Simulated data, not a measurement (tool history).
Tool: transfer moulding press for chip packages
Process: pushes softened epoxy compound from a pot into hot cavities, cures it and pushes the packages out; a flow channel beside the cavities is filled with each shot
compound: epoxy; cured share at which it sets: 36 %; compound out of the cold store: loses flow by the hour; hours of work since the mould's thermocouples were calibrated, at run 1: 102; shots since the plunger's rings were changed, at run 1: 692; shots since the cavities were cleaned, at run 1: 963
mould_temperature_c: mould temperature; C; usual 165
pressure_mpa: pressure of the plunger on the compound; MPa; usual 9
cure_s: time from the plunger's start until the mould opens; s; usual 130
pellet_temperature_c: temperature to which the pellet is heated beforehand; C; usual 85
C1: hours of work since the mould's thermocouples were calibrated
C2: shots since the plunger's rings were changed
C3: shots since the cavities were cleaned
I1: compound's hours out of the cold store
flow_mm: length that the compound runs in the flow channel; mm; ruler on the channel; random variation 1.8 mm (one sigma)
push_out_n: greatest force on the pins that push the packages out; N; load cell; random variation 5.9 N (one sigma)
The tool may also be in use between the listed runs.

run 1 hour=0 | mould_temperature_c=165 pressure_mpa=9 cure_s=130 pellet_temperature_c=85 | C1=102 C2=692 C3=963 | I1=16.9 | flow_mm=779 push_out_n=475
-- hour=20.4 cavities cleaned with cleaning compound and waxed
run 2 hour=28.5 | mould_temperature_c=165 pressure_mpa=9.86 cure_s=130 pellet_temperature_c=85 | C1=113 C2=867 C3=52 | I1=13.8 | flow_mm=824 push_out_n=241
run 3 hour=67.7 | mould_temperature_c=165 pressure_mpa=9 cure_s=130 pellet_temperature_c=85 | C1=130 C2=1122 C3=307 | I1=36 | flow_mm=708 push_out_n=332
run 4 hour=98.1 | mould_temperature_c=165 pressure_mpa=9 cure_s=130 pellet_temperature_c=85 | C1=144 C2=1319 C3=504 | I1=31.4 | flow_mm=722 push_out_n=384
run 5 hour=121 | mould_temperature_c=165 pressure_mpa=9 cure_s=130 pellet_temperature_c=85 | C1=154 C2=1468 C3=653 | I1=32.6 | flow_mm=718 push_out_n=427
run 6 hour=143.7 | mould_temperature_c=165 pressure_mpa=10.21 cure_s=130 pellet_temperature_c=85 | C1=163 C2=1616 C3=801 | I1=29.9 | flow_mm=774 push_out_n=433
run 7 hour=178.7 | mould_temperature_c=165 pressure_mpa=7.74 cure_s=130 pellet_temperature_c=85 | C1=179 C2=1843 C3=1028 | I1=47.7 | flow_mm=621 push_out_n=443
-- hour=191 cavities cleaned with cleaning compound and waxed
run 8 hour=211.5 | mould_temperature_c=166 pressure_mpa=9 cure_s=130 pellet_temperature_c=85 | C1=192 C2=2046 C3=133 | I1=23.3 | flow_mm=738 push_out_n=280
run 9 hour=239.8 | mould_temperature_c=161 pressure_mpa=7.31 cure_s=163 pellet_temperature_c=82 | C1=205 C2=2230 C3=317 | I1=15.7 | flow_mm=713 push_out_n=354
run 10 hour=271.1 | mould_temperature_c=165 pressure_mpa=10.17 cure_s=130 pellet_temperature_c=85 | C1=218 C2=2433 C3=520 | I1=28.4 | flow_mm=776 push_out_n=397
run 11 hour=310.3 | mould_temperature_c=165 pressure_mpa=10.17 cure_s=130 pellet_temperature_c=85 | C1=235 C2=2688 C3=775 | I1=35.6 | flow_mm=748 push_out_n=443
-- hour=321.5 plunger's sealing rings changed
run 12 hour=352.3 | mould_temperature_c=165 pressure_mpa=7.94 cure_s=111 pellet_temperature_c=85 | C1=252 C2=200 C3=1032 | I1=38.5 | flow_mm=661 push_out_n=549
-- hour=363.4 cavities cleaned with cleaning compound and waxed
run 13 hour=381.2 | mould_temperature_c=158 pressure_mpa=10.31 cure_s=111 pellet_temperature_c=85 | C1=264 C2=378 C3=116 | I1=38.9 | flow_mm=780 push_out_n=559
run 14 hour=405.9 | mould_temperature_c=165 pressure_mpa=8.31 cure_s=130 pellet_temperature_c=77 | C1=275 C2=538 C3=276 | I1=8.7 | flow_mm=779 push_out_n=348
run 15 hour=443.5 | mould_temperature_c=166 pressure_mpa=8.91 cure_s=145 pellet_temperature_c=88 | C1=291 C2=782 C3=520 | I1=29.9 | flow_mm=721 push_out_n=366

Forecast each of these 4 alternatives for the next run:
run A hour=481.3 | mould_temperature_c=160 pressure_mpa=8.91 cure_s=115 pellet_temperature_c=81 | C1=308 C2=1028 C3=766 | I1=47.1 | flow_mm=? push_out_n=?
run B hour=481.3 | mould_temperature_c=167 pressure_mpa=9.48 cure_s=144 pellet_temperature_c=85 | C1=308 C2=1028 C3=766 | I1=26.2 | flow_mm=? push_out_n=?
run C hour=481.3 | mould_temperature_c=166 pressure_mpa=8.91 cure_s=136 pellet_temperature_c=88 | C1=308 C2=1028 C3=766 | I1=42.5 | flow_mm=? push_out_n=?
run D hour=481.3 | mould_temperature_c=166 pressure_mpa=9.55 cure_s=120 pellet_temperature_c=83 | C1=308 C2=1028 C3=766 | I1=35.9 | flow_mm=? push_out_n=?

run=A flow_mm=686 push_out_n=663
run=B flow_mm=756 push_out_n=399
run=C flow_mm=680 push_out_n=400
run=D flow_mm=730 push_out_n=447
Without the tool's hidden state the same runs would have given:
run=A flow_mm=693 push_out_n=350
run=B flow_mm=763 push_out_n=201
run=C flow_mm=687 push_out_n=204
run=D flow_mm=737 push_out_n=228
